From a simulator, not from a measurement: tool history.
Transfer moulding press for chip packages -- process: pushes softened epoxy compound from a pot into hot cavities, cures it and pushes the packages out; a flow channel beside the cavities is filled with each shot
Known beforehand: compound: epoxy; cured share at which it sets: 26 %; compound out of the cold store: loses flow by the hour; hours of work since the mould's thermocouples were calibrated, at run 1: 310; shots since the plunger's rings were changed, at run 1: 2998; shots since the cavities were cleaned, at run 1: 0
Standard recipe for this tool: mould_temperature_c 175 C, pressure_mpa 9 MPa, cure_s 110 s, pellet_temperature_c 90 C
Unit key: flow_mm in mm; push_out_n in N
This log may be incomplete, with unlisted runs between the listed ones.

| run | hour | mould_temperature_c | pressure_mpa | cure_s | pellet_temperature_c | hours of work since the mould's thermocouples were calibrated | shots since the plunger's rings were changed | shots since the cavities were cleaned | incoming compound's hours out of the cold store | flow_mm | push_out_n |
|---|---|---|---|---|---|---|---|---|---|---|---|
| 1 | 0 | 175 | 9 | 110 | 90 | 310 | 2998 | 0 | 45.1 | 539 | 473 |
| 2 | 24.9 | 175 | 9 | 110 | 90 | 321 | 3186 | 188 | 40.1 | 552 | 455 |
| 3 | 81.8 | 175 | 9 | 110 | 90 | 345 | 3616 | 618 | 37.8 | 551 | 482 |
|  | 108.7 | cavities cleaned with cleaning compound and waxed |
|  | 121.7 | plunger's sealing rings changed |
|  | 133.3 | mould's thermocouples calibrated |
| 4 | 145.8 | 175 | 9 | 127 | 90 | 5 | 167 | 246 | 37.4 | 548 | 410 |
| 5 | 175.9 | 175 | 9 | 110 | 88 | 18 | 395 | 474 | 17.7 | 594 | 476 |
|  | 220.2 | cavities cleaned with cleaning compound and waxed |
| 6 | 238.9 | 175 | 9 | 110 | 88 | 44 | 859 | 141 | 14.4 | 600 | 494 |
| 7 | 279.1 | 175 | 9 | 110 | 90 | 61 | 1163 | 445 | 41.1 | 548 | 480 |
| 8 | 318.3 | 175 | 9 | 110 | 90 | 77 | 1459 | 741 | 10.5 | 599 | 472 |
|  | 329.6 | cavities cleaned with cleaning compound and waxed |
| 9 | 350.6 | 175 | 9 | 110 | 90 | 90 | 1692 | 159 | 41.6 | 545 | 465 |
| 10 | 393.2 | 175 | 9 | 110 | 90 | 108 | 2013 | 480 | 8.1 | 611 | 494 |
|  | 437.1 | cavities cleaned with cleaning compound and waxed |
| 11 | 444.3 | 175 | 9 | 99 | 90 | 129 | 2388 | 55 | 36.5 | 561 | 552 |
| 12 | 485.5 | 176 | 8.79 | 110 | 87 | 146 | 2699 | 366 | 8.4 | 597 | 477 |
| 13 | 541.1 | 176 | 8.79 | 148 | 88 | 170 | 3119 | 786 | 35.1 | 549 | 387 |
|  | 547.5 | cavities cleaned with cleaning compound and waxed |
| 14 | 583.9 | 175 | 7.97 | 110 | 90 | 187 | 3431 | 275 | 15.4 | 552 | 490 |

The next listed run, before its measurement:
| 15 | 633.3 | 171 | 7.35 | 141 | 89 | 208 | 3805 | 649 | 29.1 | ? | ? |

Run 15 measured flow_mm 526 mm, push_out_n 431 N.
Minus the tool's unlogged condition, the same run would have read flow_mm 526 mm, push_out_n 428 N.

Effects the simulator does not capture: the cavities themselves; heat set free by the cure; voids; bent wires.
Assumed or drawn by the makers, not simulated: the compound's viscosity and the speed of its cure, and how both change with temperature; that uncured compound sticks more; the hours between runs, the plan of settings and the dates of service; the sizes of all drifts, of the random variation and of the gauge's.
